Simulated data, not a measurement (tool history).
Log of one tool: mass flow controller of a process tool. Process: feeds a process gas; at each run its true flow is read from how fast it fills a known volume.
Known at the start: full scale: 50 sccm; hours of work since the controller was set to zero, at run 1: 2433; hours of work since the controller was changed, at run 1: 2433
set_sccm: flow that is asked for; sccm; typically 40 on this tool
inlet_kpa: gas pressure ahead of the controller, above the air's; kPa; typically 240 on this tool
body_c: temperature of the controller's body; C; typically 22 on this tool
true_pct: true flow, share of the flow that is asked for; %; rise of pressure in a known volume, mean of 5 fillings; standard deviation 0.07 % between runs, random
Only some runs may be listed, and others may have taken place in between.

run	hour	set_sccm	inlet_kpa	body_c	hours of work since the controller was set to zero	hours of work since the controller was changed	true_pct
1	0	40	240	22	2433	2433	99.25
2	382.8	40	240	22	2666	2666	98.92
3	857.7	40	164	22	2955	2955	99.2
4	1165	40	164	22	3141	3141	98.97
5	1482.6	15	240	22	3334	3334	97.21
6	1876.7	15	240	22	3574	3574	97.05
7	2090.5	15	189	22	3704	3704	97.16
8	2339.8	15	189	22	3855	3855	97.15
9	2738.1	15	189	22	4097	4097	97.03
10	3060.5	15	189	29	4293	4293	97.48
11	3482.4	15	189	29	4549	4549	97.19
12	3816.3	15	189	29	4752	4752	97.39
13	4189.5	15	189	29	4979	4979	97.3
14	4534.7	15	189	29	5189	5189	97.12
15	4946.9	15	189	29	5439	5439	97.06
16	5243	15	189	29	5619	5619	97.03
17	5546.9	15	189	29	5804	5804	96.99
18	5751.7	15	189	29	5928	5928	96.82
19	6001.3	15	189	29	6080	6080	96.81
20	6267.4	15	189	29	6241	6241	96.84
# hour 6345: gauge calibrated
21	6735.3	15	189	29	6526	6526	98.03
22	7134.4	15	189	29	6768	6768	97.96
23	7366.5	15	189	29	6909	6909	97.95
24	7735.7	15	189	29	7133	7133	97.71
25	8051.8	10	191	29	7326	7326	97.33
26	8252	49	248	22	7447	7447	99.18
# hour 8382.2: controller's zero set anew
27	8558.7	49	248	22	107	7633	99.07
28	8795.1	21	270	22	251	7777	97.35
29	9210.6	21	200	24	503	8029	97.49
30	9498.1	18	224	25	678	8204	97.26
31	9907.4	43	201	23	927	8453	98.7
32	10243	43	201	23	1131	8657	98.59
# hour 10345.6: gauge calibrated
33	10728.8	45	238	34	1426	8952	100.17
34	11114.3	47	240	34	1660	9186	100.22
35	11507.4	23	234	40	1899	9425	99.12
36	11773.2	23	234	40	2060	9586	98.87
37	12029.5	23	234	40	2216	9742	98.88
38	12392.8	18	258	21	2437	9963	97.25
39	12630.8	18	258	21	2581	10107	97.15
40	12844.9	16	239	27	2711	10237	97.33
41	13245.6	16	239	27	2955	10481	97.35
42	13581.3	15	197	22	3159	10685	96.9
43	14033.8	34	170	35	3434	10960	99.09
44	14437	32	253	22	3679	11205	97.7
45	14858.2	13	184	22	3935	11461	96.61
46	15104.8	44	193	22	4085	11610	98.41
47	15427	8	193	22	4280	11806	96.11

For each entry between runs, how does the tool's hidden state at the last listed run before it compare with that at the first listed run after it?
Run 20 -> run 21: gauge calibrated (hour 6345)
  drift of the gauge itself on true_pct, %: -1.37 -> -0.09
  measured minus no-state result, true_pct: -1.34 -> -0.07 %
Run 26 -> run 27: controller's zero set anew (hour 8382.2)
  flow at rest that the sensor doesn't see, % of full scale: -0.011 -> -0.001; drift of the gauge itself on true_pct, %: -0.42 -> -0.48
  measured minus no-state result, true_pct: -0.38 -> -0.44 %
Run 32 -> run 33: gauge calibrated (hour 10345.6)
  flow at rest that the sensor doesn't see, % of full scale: -0.002 -> -0.003; true flow over the shown one, %: 0.05 -> 0.06; drift of the gauge itself on true_pct, %: -0.85 -> -0.08
  measured minus no-state result, true_pct: -0.79 -> -0.03 %
